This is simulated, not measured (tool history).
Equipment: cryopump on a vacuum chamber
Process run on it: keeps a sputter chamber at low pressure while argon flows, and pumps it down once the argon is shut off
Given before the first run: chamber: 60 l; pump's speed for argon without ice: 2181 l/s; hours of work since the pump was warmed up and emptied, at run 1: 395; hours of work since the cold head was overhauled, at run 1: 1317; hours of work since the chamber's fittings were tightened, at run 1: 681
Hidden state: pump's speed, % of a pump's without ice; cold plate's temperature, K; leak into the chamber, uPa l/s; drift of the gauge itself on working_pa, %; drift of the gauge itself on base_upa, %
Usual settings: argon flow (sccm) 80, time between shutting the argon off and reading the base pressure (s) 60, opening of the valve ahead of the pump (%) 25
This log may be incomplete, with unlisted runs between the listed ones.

run,day,argon flow (sccm),time between shutting the argon off and reading the base pressure (s),opening of the valve ahead of the pump (%),hours of work since the pump was warmed up and emptied,hours of work since the cold head was overhauled,hours of work since the chamber's fittings were tightened,pressure while argon flows (Pa),pressure after the wait (uPa)
1,0.000,80,60,25,395,1317,681,0.2651,1.95
# day 0.492: pump warmed up, emptied and cooled again
2,3.533,80,60,25,42,1363,726,0.2504,1.79
3,7.188,80,60,25,93,1414,777,0.2526,1.86
4,8.867,80,60,25,116,1437,800,0.2536,1.81
5,11.008,80,60,25,145,1467,830,0.2546,1.90
6,14.621,64,60,25,195,1516,880,0.2052,2.11
7,16.996,80,26,25,228,1549,913,0.2593,3.20
8,18.933,80,60,21,255,1576,939,0.3070,2.19
9,20.429,56,60,21,276,1597,960,0.2171,2.22
10,23.979,56,60,21,325,1646,1009,0.2176,2.27
11,25.475,56,60,21,345,1667,1030,0.2175,2.38
12,28.467,56,60,21,387,1708,1071,0.2203,2.42
# day 29.625: pump warmed up, emptied and cooled again
13,31.983,56,60,21,33,1754,1117,0.2089,2.20
14,35.621,56,60,21,83,1804,1167,0.2089,2.28
15,38.229,56,60,21,119,1840,1203,0.2089,2.32
16,41.338,56,60,21,162,1883,1246,0.2118,2.38
17,44.342,56,60,21,203,1925,1288,0.2131,2.51
# day 47.258: leaking fittings of the chamber tightened, without venting
18,47.333,56,60,21,244,1965,1,0.2168,1.02
19,49.758,80,60,26,277,1998,35,0.2509,1.03

What will run 20 give?
20,52.046,80,60,26,309,2030,66,?,?

pressure while argon flows (Pa): 0.2544
pressure after the wait (uPa): 1.08
Had the tool carried no hidden state, the very same run would have given pressure while argon flows (Pa) 0.2394, pressure after the wait (uPa) 0.95.

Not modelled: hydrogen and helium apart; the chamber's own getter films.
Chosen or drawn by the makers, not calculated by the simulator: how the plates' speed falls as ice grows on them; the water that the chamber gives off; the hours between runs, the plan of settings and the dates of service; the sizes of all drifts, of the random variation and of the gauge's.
